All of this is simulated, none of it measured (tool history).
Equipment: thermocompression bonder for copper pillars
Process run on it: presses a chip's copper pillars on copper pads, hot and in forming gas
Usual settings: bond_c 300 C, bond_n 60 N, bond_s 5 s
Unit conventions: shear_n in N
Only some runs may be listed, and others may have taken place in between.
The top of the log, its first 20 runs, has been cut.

run	hour	bond_c	bond_n	bond_s	hours of work since the heater was calibrated	hours of work since the force cell was calibrated	hours of work since the gas filter was changed	shear_n
21	1397.8	329	57	5	63	481	242	57.8
22	1456.8	306	60	5	97	515	276	49.3
23	1505.0	286	38	5	124	542	304	22.7
24	1562.3	313	86	3	157	575	337	61.8
25	1637.3	278	57	4	200	618	379	29.0
26	1694.0	278	57	4	233	650	412	29.7
27	1773.5	278	39	4	278	696	457	18.8
# hour 1797.4: forming gas filter changed
28	1833.0	278	68	4	312	730	20	35.9
29	1922.0	290	86	15	363	781	71	83.5
30	1982.9	287	42	7	398	816	106	30.6
31	2069.7	293	60	10	447	865	156	55.0
# hour 2114.7: force cell calibrated
32	2118.8	300	39	5	475	2	183	29.0
33	2174.0	300	39	5	506	34	215	27.8
34	2265.2	300	39	5	558	86	267	28.7

5 ways to go on from here, each from the tool as it stands after run 34. What would each give?
A	2326.3	313	39	3	593	121	302	?
B	2326.3	300	39	5	593	121	302	?
C	2326.3	309	60	5	593	121	302	?
D	2326.3	289	46	3	593	121	302	?
E	2326.3	300	50	10	593	121	302	?

run	shear_n
A	26.5
B	27.6
C	49.8
D	21.9
E	48.8
Without the tool's unlogged condition, the same runs would have read:
run	shear_n
A	26.7
B	27.9
C	50.3
D	22.2
E	49.3

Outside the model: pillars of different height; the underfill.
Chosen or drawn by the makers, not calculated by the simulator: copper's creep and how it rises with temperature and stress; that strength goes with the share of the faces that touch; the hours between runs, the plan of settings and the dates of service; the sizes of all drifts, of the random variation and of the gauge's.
